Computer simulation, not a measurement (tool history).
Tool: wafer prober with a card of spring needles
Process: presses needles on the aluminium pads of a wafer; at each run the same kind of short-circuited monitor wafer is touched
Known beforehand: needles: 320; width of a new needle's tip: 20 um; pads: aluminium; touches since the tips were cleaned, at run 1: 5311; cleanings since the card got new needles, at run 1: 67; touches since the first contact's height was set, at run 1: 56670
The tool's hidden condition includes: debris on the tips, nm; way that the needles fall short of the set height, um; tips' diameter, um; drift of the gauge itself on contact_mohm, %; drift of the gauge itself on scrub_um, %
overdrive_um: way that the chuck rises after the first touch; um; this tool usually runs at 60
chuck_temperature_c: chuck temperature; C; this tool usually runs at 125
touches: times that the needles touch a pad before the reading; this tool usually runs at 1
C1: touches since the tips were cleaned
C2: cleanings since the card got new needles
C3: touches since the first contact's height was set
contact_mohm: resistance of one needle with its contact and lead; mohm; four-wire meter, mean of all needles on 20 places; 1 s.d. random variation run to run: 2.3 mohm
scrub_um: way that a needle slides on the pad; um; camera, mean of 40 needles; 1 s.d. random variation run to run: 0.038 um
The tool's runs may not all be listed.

{"run": 1, "hour": 0.0, "overdrive_um": 60, "chuck_temperature_c": 125, "touches": 1, "C1": 5311, "C2": 67, "C3": 56670, "contact_mohm": 311, "scrub_um": 12.04}
{"hour": 1.3, "done": "tips cleaned on abrasive film"}
{"hour": 11.1, "done": "tips cleaned on abrasive film"}
{"run": 2, "hour": 14.7, "overdrive_um": 60, "chuck_temperature_c": 125, "touches": 1, "C1": 2287, "C2": 69, "C3": 65746, "contact_mohm": 301, "scrub_um": 11.95}
{"hour": 21.1, "done": "tips cleaned on abrasive film"}
{"hour": 30.7, "done": "tips cleaned on abrasive film"}
{"run": 3, "hour": 30.7, "overdrive_um": 60, "chuck_temperature_c": 125, "touches": 1, "C1": 0, "C2": 71, "C3": 75582, "contact_mohm": 272, "scrub_um": 11.91}
{"hour": 40.3, "done": "tips cleaned on abrasive film"}
{"run": 4, "hour": 45.0, "overdrive_um": 60, "chuck_temperature_c": 125, "touches": 1, "C1": 2953, "C2": 72, "C3": 84503, "contact_mohm": 307, "scrub_um": 11.95}
{"hour": 50.3, "done": "tips cleaned on abrasive film"}
{"hour": 60.0, "done": "tips cleaned on abrasive film"}
{"run": 5, "hour": 64.2, "overdrive_um": 60, "chuck_temperature_c": 125, "touches": 2, "C1": 2607, "C2": 74, "C3": 96346, "contact_mohm": 289, "scrub_um": 11.87}
{"hour": 70.3, "done": "tips cleaned on abrasive film"}
{"run": 6, "hour": 77.7, "overdrive_um": 60, "chuck_temperature_c": 125, "touches": 2, "C1": 4613, "C2": 75, "C3": 104744, "contact_mohm": 295, "scrub_um": 11.9}
{"hour": 81.0, "done": "tips cleaned on abrasive film"}
{"run": 7, "hour": 88.6, "overdrive_um": 60, "chuck_temperature_c": 125, "touches": 1, "C1": 4760, "C2": 76, "C3": 111478, "contact_mohm": 319, "scrub_um": 11.79}
{"hour": 91.6, "done": "tips cleaned on abrasive film"}
{"run": 8, "hour": 96.4, "overdrive_um": 60, "chuck_temperature_c": 125, "touches": 1, "C1": 2981, "C2": 77, "C3": 116269, "contact_mohm": 307, "scrub_um": 11.86}
{"hour": 102.6, "done": "tips cleaned on abrasive film"}
{"run": 9, "hour": 110.7, "overdrive_um": 60, "chuck_temperature_c": 125, "touches": 1, "C1": 5054, "C2": 78, "C3": 125160, "contact_mohm": 314, "scrub_um": 11.84}
{"hour": 112.1, "done": "tips cleaned on abrasive film"}
{"hour": 122.4, "done": "tips cleaned on abrasive film"}
{"run": 10, "hour": 125.9, "overdrive_um": 60, "chuck_temperature_c": 125, "touches": 1, "C1": 2203, "C2": 80, "C3": 134577, "contact_mohm": 303, "scrub_um": 11.75}
{"hour": 132.1, "done": "tips cleaned on abrasive film"}
{"run": 11, "hour": 140.5, "overdrive_um": 60, "chuck_temperature_c": 125, "touches": 1, "C1": 5249, "C2": 81, "C3": 143610, "contact_mohm": 311, "scrub_um": 11.85}
{"hour": 142.3, "done": "tips cleaned on abrasive film"}
{"hour": 152.7, "done": "tips cleaned on abrasive film"}
{"run": 12, "hour": 157.6, "overdrive_um": 60, "chuck_temperature_c": 55, "touches": 1, "C1": 3080, "C2": 83, "C3": 154177, "contact_mohm": 292, "scrub_um": 11.76}
{"hour": 162.2, "done": "tips cleaned on abrasive film"}
{"run": 13, "hour": 169.3, "overdrive_um": 71, "chuck_temperature_c": 55, "touches": 3, "C1": 4473, "C2": 84, "C3": 161447, "contact_mohm": 264, "scrub_um": 14.01}
{"hour": 172.8, "done": "tips cleaned on abrasive film"}
{"run": 14, "hour": 178.3, "overdrive_um": 71, "chuck_temperature_c": 55, "touches": 3, "C1": 3469, "C2": 85, "C3": 167014, "contact_mohm": 262, "scrub_um": 13.96}
{"hour": 183.2, "done": "tips cleaned on abrasive film"}
{"run": 15, "hour": 192.3, "overdrive_um": 71, "chuck_temperature_c": 55, "touches": 3, "C1": 5698, "C2": 86, "C3": 175661, "contact_mohm": 263, "scrub_um": 13.92}
{"hour": 193.2, "done": "tips cleaned on abrasive film"}
{"hour": 202.7, "done": "tips cleaned on abrasive film"}
{"run": 16, "hour": 202.7, "overdrive_um": 71, "chuck_temperature_c": 87, "touches": 2, "C1": 0, "C2": 88, "C3": 182050, "contact_mohm": 256, "scrub_um": 13.92}
{"hour": 212.2, "done": "tips cleaned on abrasive film"}
{"run": 17, "hour": 215.7, "overdrive_um": 63, "chuck_temperature_c": 87, "touches": 1, "C1": 2184, "C2": 89, "C3": 190114, "contact_mohm": 297, "scrub_um": 12.31}
{"hour": 222.2, "done": "tips cleaned on abrasive film"}
{"run": 18, "hour": 225.5, "overdrive_um": 63, "chuck_temperature_c": 87, "touches": 1, "C1": 2007, "C2": 90, "C3": 196143, "contact_mohm": 291, "scrub_um": 12.28}
{"hour": 233.1, "done": "tips cleaned on abrasive film"}
{"run": 19, "hour": 236.2, "overdrive_um": 78, "chuck_temperature_c": 125, "touches": 2, "C1": 1967, "C2": 91, "C3": 202815, "contact_mohm": 278, "scrub_um": 15.3}
{"hour": 239.1, "done": "height of the first contact set anew"}
{"hour": 244.4, "done": "tips cleaned on abrasive film"}
{"hour": 254.6, "done": "tips cleaned on abrasive film"}
{"run": 20, "hour": 254.9, "overdrive_um": 78, "chuck_temperature_c": 125, "touches": 2, "C1": 137, "C2": 93, "C3": 9745, "contact_mohm": 266, "scrub_um": 15.69}
{"hour": 264.9, "done": "tips cleaned on abrasive film"}
{"run": 21, "hour": 272.1, "overdrive_um": 78, "chuck_temperature_c": 26, "touches": 2, "C1": 4560, "C2": 94, "C3": 20484, "contact_mohm": 263, "scrub_um": 15.63}
{"hour": 275.6, "done": "tips cleaned on abrasive film"}
{"run": 22, "hour": 280.2, "overdrive_um": 78, "chuck_temperature_c": 26, "touches": 2, "C1": 2842, "C2": 95, "C3": 25424, "contact_mohm": 258, "scrub_um": 15.67}
{"hour": 286.3, "done": "tips cleaned on abrasive film"}
{"run": 23, "hour": 289.1, "overdrive_um": 43, "chuck_temperature_c": 40, "touches": 1, "C1": 1753, "C2": 96, "C3": 30960, "contact_mohm": 309, "scrub_um": 8.64}
{"hour": 296.1, "done": "tips cleaned on abrasive film"}
{"run": 24, "hour": 303.2, "overdrive_um": 43, "chuck_temperature_c": 40, "touches": 1, "C1": 4430, "C2": 97, "C3": 39679, "contact_mohm": 344, "scrub_um": 8.6}

Each row is a separate what-if for the run after 24, all from the same tool condition, not one after another. Results?
{"hour": 305.9, "done": "tips cleaned on abrasive film"}
{"hour": 315.8, "done": "tips cleaned on abrasive film"}
{"run": "A", "hour": 316.1, "overdrive_um": 44, "chuck_temperature_c": 29, "touches": 2, "C1": 193, "C2": 99, "C3": 47619, "contact_mohm": "?", "scrub_um": "?"}
{"hour": 305.9, "done": "tips cleaned on abrasive film"}
{"hour": 315.8, "done": "tips cleaned on abrasive film"}
{"run": "B", "hour": 316.1, "overdrive_um": 72, "chuck_temperature_c": 63, "touches": 2, "C1": 193, "C2": 99, "C3": 47619, "contact_mohm": "?", "scrub_um": "?"}
{"hour": 305.9, "done": "tips cleaned on abrasive film"}
{"hour": 315.8, "done": "tips cleaned on abrasive film"}
{"run": "C", "hour": 316.1, "overdrive_um": 40, "chuck_temperature_c": 31, "touches": 1, "C1": 193, "C2": 99, "C3": 47619, "contact_mohm": "?", "scrub_um": "?"}
{"hour": 305.9, "done": "tips cleaned on abrasive film"}
{"hour": 315.8, "done": "tips cleaned on abrasive film"}
{"run": "D", "hour": 316.1, "overdrive_um": 58, "chuck_temperature_c": 122, "touches": 1, "C1": 193, "C2": 99, "C3": 47619, "contact_mohm": "?", "scrub_um": "?"}

run=A contact_mohm=256 scrub_um=8.8
run=B contact_mohm=249 scrub_um=14.35
run=C contact_mohm=267 scrub_um=7.94
run=D contact_mohm=272 scrub_um=11.58
What these runs would have given with no unlogged condition in the tool:
run=A contact_mohm=245 scrub_um=8.9
run=B contact_mohm=245 scrub_um=14.45
run=C contact_mohm=247 scrub_um=8.04
run=D contact_mohm=263 scrub_um=11.68
